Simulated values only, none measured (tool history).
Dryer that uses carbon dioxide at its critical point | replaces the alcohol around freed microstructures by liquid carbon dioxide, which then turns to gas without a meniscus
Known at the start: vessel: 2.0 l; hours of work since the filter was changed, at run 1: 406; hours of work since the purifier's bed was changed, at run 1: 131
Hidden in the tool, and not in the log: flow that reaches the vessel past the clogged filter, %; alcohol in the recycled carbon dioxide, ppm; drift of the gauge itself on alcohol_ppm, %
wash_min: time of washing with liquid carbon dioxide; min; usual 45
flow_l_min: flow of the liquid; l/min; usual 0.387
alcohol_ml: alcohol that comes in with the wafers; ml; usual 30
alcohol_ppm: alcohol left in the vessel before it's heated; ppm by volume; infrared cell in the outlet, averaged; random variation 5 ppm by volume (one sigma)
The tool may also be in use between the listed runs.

run	hour	wash_min	flow_l_min	alcohol_ml	hours of work since the filter was changed	hours of work since the purifier's bed was changed	alcohol_ppm
1	0.0	45	0.387	30	406	131	57
2	10.3	45	0.372	30	411	136	66
3	23.3	45	0.372	30	417	141	67
4	30.7	45	0.372	30	420	145	62
5	38.2	45	0.372	30	424	148	69
6	46.1	45	0.372	30	427	152	61
7	57.4	45	0.372	30	432	157	66
8	69.8	45	0.315	30	438	163	138
9	81.7	45	0.315	30	443	168	141
10	91.1	43	0.387	30	448	172	80
11	104.5	43	0.341	30	454	178	125
12	110.8	43	0.341	30	457	181	122
13	119.2	40	0.245	76	460	185	1317
14	130.5	40	0.486	76	466	190	60
15	137.8	40	0.486	39	469	193	55
# hour 149.5: inlet filter changed
16	151.7	40	0.486	39	1	199	37

Run 17 comes next. What will it give?
17	164.7	40	0.312	39	7	205	?

Run 17 gave alcohol_ppm 198 ppm by volume.
Without the tool's hidden state the same run would have given alcohol_ppm 176 ppm by volume.
